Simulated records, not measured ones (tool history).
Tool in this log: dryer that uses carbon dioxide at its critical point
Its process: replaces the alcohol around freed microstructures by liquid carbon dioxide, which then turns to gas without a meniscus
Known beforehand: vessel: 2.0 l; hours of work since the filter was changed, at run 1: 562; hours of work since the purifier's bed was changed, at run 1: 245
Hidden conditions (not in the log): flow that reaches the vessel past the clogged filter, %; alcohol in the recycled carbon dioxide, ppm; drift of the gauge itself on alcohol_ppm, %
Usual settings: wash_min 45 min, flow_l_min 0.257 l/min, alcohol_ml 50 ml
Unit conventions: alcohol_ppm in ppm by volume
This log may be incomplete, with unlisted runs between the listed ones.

| run | hour | wash_min | flow_l_min | alcohol_ml | hours of work since the filter was changed | hours of work since the purifier's bed was changed | alcohol_ppm |
|---|---|---|---|---|---|---|---|
| 1 | 0.0 | 45 | 0.257 | 50 | 562 | 245 | 388 |
| 2 | 12.3 | 45 | 0.257 | 50 | 567 | 250 | 399 |
| 3 | 29.3 | 45 | 0.257 | 50 | 575 | 259 | 416 |
| 4 | 42.8 | 45 | 0.257 | 50 | 582 | 265 | 402 |
|  | 53.2 | inlet filter changed |
| 5 | 55.3 | 45 | 0.257 | 56 | 1 | 270 | 291 |
| 6 | 67.7 | 45 | 0.235 | 50 | 7 | 276 | 371 |
| 7 | 77.6 | 64 | 0.235 | 50 | 11 | 281 | 88 |
| 8 | 93.1 | 64 | 0.235 | 50 | 19 | 288 | 81 |
| 9 | 111.8 | 45 | 0.257 | 97 | 28 | 297 | 486 |
| 10 | 128.8 | 45 | 0.257 | 97 | 36 | 305 | 508 |
| 11 | 148.7 | 45 | 0.257 | 50 | 45 | 314 | 283 |
| 12 | 158.1 | 45 | 0.257 | 28 | 49 | 319 | 165 |
| 13 | 170.6 | 45 | 0.257 | 28 | 55 | 325 | 164 |
| 14 | 184.1 | 45 | 0.257 | 28 | 62 | 331 | 166 |
| 15 | 197.6 | 45 | 0.257 | 28 | 68 | 337 | 168 |
| 16 | 212.7 | 45 | 0.257 | 28 | 75 | 345 | 177 |
| 17 | 229.6 | 45 | 0.257 | 28 | 83 | 353 | 176 |
| 18 | 239.9 | 45 | 0.257 | 28 | 88 | 357 | 185 |
| 19 | 251.3 | 45 | 0.257 | 28 | 93 | 363 | 171 |
| 20 | 269.4 | 45 | 0.257 | 28 | 102 | 371 | 186 |
| 21 | 284.8 | 45 | 0.257 | 50 | 109 | 379 | 287 |
| 22 | 295.7 | 45 | 0.257 | 50 | 114 | 384 | 310 |
| 23 | 314.3 | 45 | 0.257 | 50 | 123 | 393 | 307 |
| 24 | 325.8 | 45 | 0.257 | 50 | 129 | 398 | 300 |
| 25 | 347.3 | 27 | 0.257 | 114 | 139 | 408 | 3689 |
| 26 | 365.7 | 27 | 0.257 | 114 | 147 | 417 | 3825 |
| 27 | 375.5 | 34 | 0.257 | 49 | 152 | 421 | 817 |
| 28 | 395.3 | 45 | 0.334 | 26 | 161 | 431 | 85 |
| 29 | 406.0 | 45 | 0.334 | 26 | 166 | 436 | 85 |
| 30 | 424.8 | 71 | 0.257 | 50 | 175 | 445 | 65 |
| 31 | 437.3 | 67 | 0.406 | 63 | 181 | 451 | 55 |
| 32 | 456.5 | 45 | 0.283 | 32 | 190 | 460 | 165 |
| 33 | 478.8 | 29 | 0.257 | 50 | 201 | 470 | 1394 |
| 34 | 498.2 | 29 | 0.257 | 50 | 210 | 479 | 1425 |
| 35 | 512.9 | 29 | 0.257 | 50 | 217 | 486 | 1378 |
| 36 | 527.7 | 64 | 0.186 | 88 | 224 | 493 | 455 |
| 37 | 547.5 | 45 | 0.209 | 59 | 233 | 503 | 803 |
| 38 | 561.2 | 52 | 0.388 | 50 | 240 | 509 | 68 |
| 39 | 577.3 | 67 | 0.257 | 24 | 247 | 517 | 87 |
| 40 | 596.5 | 45 | 0.272 | 44 | 256 | 526 | 262 |
| 41 | 607.4 | 40 | 0.257 | 35 | 261 | 531 | 397 |
| 42 | 627.2 | 40 | 0.422 | 63 | 271 | 540 | 105 |
| 43 | 642.1 | 37 | 0.178 | 50 | 278 | 547 | 2000 |
| 44 | 655.4 | 42 | 0.257 | 50 | 284 | 553 | 465 |
| 45 | 668.6 | 45 | 0.257 | 91 | 290 | 560 | 578 |
| 46 | 685.8 | 70 | 0.257 | 80 | 298 | 568 | 102 |
| 47 | 702.3 | 70 | 0.257 | 80 | 306 | 576 | 100 |
| 48 | 716.3 | 70 | 0.257 | 80 | 313 | 582 | 106 |

3 ways to go on from here, each from the tool as it stands after run 48. What would each give?
| A | 732.4 | 30 | 0.270 | 80 | 320 | 590 | ? |
| B | 732.4 | 70 | 0.257 | 94 | 320 | 590 | ? |
| C | 732.4 | 53 | 0.257 | 21 | 320 | 590 | ? |

| run | alcohol_ppm |
|---|---|
| A | 1836 |
| B | 114 |
| C | 130 |
The same runs, with their run-to-run variation unchanged, on a tool lacking any hidden condition would have given:
| run | alcohol_ppm |
|---|---|
| A | 1456 |
| B | 36 |
| C | 51 |
